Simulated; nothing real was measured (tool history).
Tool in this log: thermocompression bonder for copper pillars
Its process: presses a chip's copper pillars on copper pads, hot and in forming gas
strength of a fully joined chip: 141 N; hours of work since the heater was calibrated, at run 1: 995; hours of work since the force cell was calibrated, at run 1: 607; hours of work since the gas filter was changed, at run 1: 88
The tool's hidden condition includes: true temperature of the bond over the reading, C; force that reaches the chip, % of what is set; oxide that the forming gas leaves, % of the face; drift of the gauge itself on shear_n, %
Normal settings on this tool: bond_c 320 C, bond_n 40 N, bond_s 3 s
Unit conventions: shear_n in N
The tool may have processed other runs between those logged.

| run | hour | bond_c | bond_n | bond_s | hours of work since the heater was calibrated | hours of work since the force cell was calibrated | hours of work since the gas filter was changed | shear_n |
|---|---|---|---|---|---|---|---|---|
| 1 | 0 | 320 | 40 | 3 | 995 | 607 | 88 | 76.9 |
| 2 | 30.3 | 320 | 40 | 3 | 1017 | 629 | 110 | 76.8 |
| 3 | 66.3 | 320 | 31 | 3 | 1042 | 655 | 136 | 63.1 |
| 4 | 82.2 | 320 | 31 | 3 | 1053 | 666 | 147 | 62.5 |
| 5 | 99 | 320 | 31 | 3 | 1065 | 678 | 159 | 62 |
| 6 | 130.3 | 320 | 32 | 3 | 1088 | 700 | 181 | 64.4 |
| 7 | 159.7 | 320 | 32 | 3 | 1109 | 721 | 202 | 63.9 |
| 8 | 195.7 | 320 | 32 | 3 | 1134 | 747 | 228 | 63.8 |
| 9 | 231.5 | 320 | 32 | 3 | 1160 | 772 | 253 | 63.6 |
| 10 | 253.5 | 320 | 32 | 3 | 1175 | 788 | 269 | 62.3 |
| 11 | 285 | 320 | 30 | 3 | 1198 | 810 | 291 | 59.7 |
| 12 | 314.5 | 320 | 30 | 3 | 1219 | 831 | 312 | 60.5 |
| 13 | 344.1 | 320 | 30 | 3 | 1240 | 852 | 333 | 61.2 |
| 14 | 362.4 | 320 | 30 | 3 | 1253 | 865 | 346 | 57.5 |
| 15 | 395.6 | 320 | 30 | 3 | 1276 | 889 | 370 | 58.6 |
| 16 | 428.6 | 320 | 30 | 3 | 1300 | 912 | 393 | 60 |
| 17 | 462.7 | 320 | 30 | 3 | 1324 | 937 | 418 | 60.3 |
| 18 | 477.9 | 320 | 30 | 3 | 1335 | 947 | 428 | 59.5 |
|  | 504.8 | force cell calibrated |
| 19 | 513.6 | 320 | 40 | 3 | 1359 | 6 | 453 | 74.2 |
|  | 548 | forming gas filter changed |
| 20 | 550.1 | 304 | 40 | 3 | 1385 | 32 | 2 | 67.6 |
| 21 | 574.1 | 338 | 39 | 3 | 1402 | 49 | 19 | 95.6 |
| 22 | 604.2 | 300 | 55 | 3 | 1423 | 70 | 40 | 81.2 |
| 23 | 627 | 296 | 43 | 7 | 1440 | 87 | 56 | 84.9 |
| 24 | 662.9 | 296 | 43 | 3 | 1465 | 112 | 82 | 63.6 |
| 25 | 696.1 | 296 | 43 | 3 | 1489 | 136 | 105 | 63.3 |
| 26 | 721.6 | 299 | 48 | 3 | 1507 | 154 | 124 | 71.3 |
| 27 | 742.7 | 332 | 37 | 3 | 1522 | 169 | 139 | 87.5 |
| 28 | 772.5 | 320 | 33 | 4 | 1543 | 190 | 160 | 75.4 |
|  | 787.8 | heater calibrated with a thermocouple chip |
| 29 | 811.2 | 326 | 33 | 4 | 17 | 216 | 186 | 71.8 |
| 30 | 828.5 | 299 | 33 | 4 | 29 | 229 | 198 | 50.2 |
| 31 | 851 | 302 | 40 | 2 | 45 | 245 | 214 | 46.7 |
| 32 | 879.7 | 350 | 29 | 9 | 65 | 265 | 235 | 105.4 |
| 33 | 914.2 | 350 | 29 | 2 | 90 | 290 | 259 | 67.6 |
| 34 | 935.9 | 350 | 29 | 2 | 105 | 305 | 275 | 67.9 |
| 35 | 953 | 331 | 40 | 3 | 118 | 317 | 287 | 79.7 |
| 36 | 971.7 | 331 | 40 | 3 | 131 | 330 | 300 | 78.8 |
| 37 | 990.4 | 331 | 40 | 2 | 144 | 344 | 313 | 69.7 |
| 38 | 1022.3 | 320 | 48 | 5 | 167 | 366 | 336 | 92.2 |
| 39 | 1049.2 | 320 | 48 | 5 | 186 | 386 | 355 | 90.6 |
| 40 | 1065.9 | 300 | 55 | 9 | 198 | 397 | 367 | 94.2 |

A few steps of shear_n between consecutive runs. Split each: what settings, incoming material and random variation would produce without the hidden state, and what is left over for the hidden state, along with gauge scatter present in only one of the two compared results (measured, and without hidden state):
Run 18 -> 19: bond_n 30 -> 40, force cell calibrated. shear_n +14.7 N: hidden state +3, all else +11.7.
Run 19 -> 20: bond_c 320 -> 304, forming gas filter changed. shear_n -6.6 N: hidden state +4.4, all else -11.
Run 20 -> 21: bond_c 304 -> 338, bond_n 40 -> 39. shear_n +28 N: hidden state -0.3, all else +28.3.
Run 28 -> 29: bond_c 320 -> 326, heater calibrated with a thermocouple chip. shear_n -3.6 N: hidden state -9.5, all else +5.9.
Run 31 -> 32: bond_c 302 -> 350, bond_n 40 -> 29, bond_s 2 -> 9. shear_n +58.7 N: hidden state -2.2, all else +60.9.
Run 32 -> 33: bond_s 9 -> 2. shear_n -37.8 N: hidden state +1.1, all else -38.9.

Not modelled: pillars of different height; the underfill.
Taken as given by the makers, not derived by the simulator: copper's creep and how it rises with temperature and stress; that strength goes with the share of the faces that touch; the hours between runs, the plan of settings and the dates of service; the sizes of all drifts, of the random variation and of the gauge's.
